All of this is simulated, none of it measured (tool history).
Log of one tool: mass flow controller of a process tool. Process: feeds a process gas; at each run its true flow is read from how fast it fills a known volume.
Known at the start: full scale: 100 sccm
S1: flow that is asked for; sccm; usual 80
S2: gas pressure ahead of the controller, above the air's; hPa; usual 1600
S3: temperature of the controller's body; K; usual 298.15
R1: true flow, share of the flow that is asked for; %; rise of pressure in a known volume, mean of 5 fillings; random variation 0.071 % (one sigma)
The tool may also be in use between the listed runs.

| run | hour | S1 | S2 | S3 | R1 |
|---|---|---|---|---|---|
| 1 | 0.0 | 80 | 1600 | 298.15 | 99.76 |
| 2 | 62.9 | 80 | 1600 | 298.15 | 99.68 |
| 3 | 142.8 | 80 | 2530 | 298.15 | 100.37 |
| 4 | 201.2 | 80 | 1600 | 298.15 | 99.85 |
| 5 | 313.8 | 80 | 1780 | 298.15 | 100.08 |
| 6 | 442.3 | 80 | 1780 | 298.15 | 100.23 |
| 7 | 503.2 | 80 | 1780 | 298.15 | 100.30 |
| 8 | 631.6 | 29 | 2020 | 308.15 | 100.44 |
| 9 | 729.8 | 29 | 2020 | 308.15 | 100.64 |

Forecast run 10:
| 10 | 845.6 | 54 | 1600 | 296.15 | ? |

{"run 10": {"R1": 100.47}}
Without the tool's hidden state the same run would have given R1 99.63 %.

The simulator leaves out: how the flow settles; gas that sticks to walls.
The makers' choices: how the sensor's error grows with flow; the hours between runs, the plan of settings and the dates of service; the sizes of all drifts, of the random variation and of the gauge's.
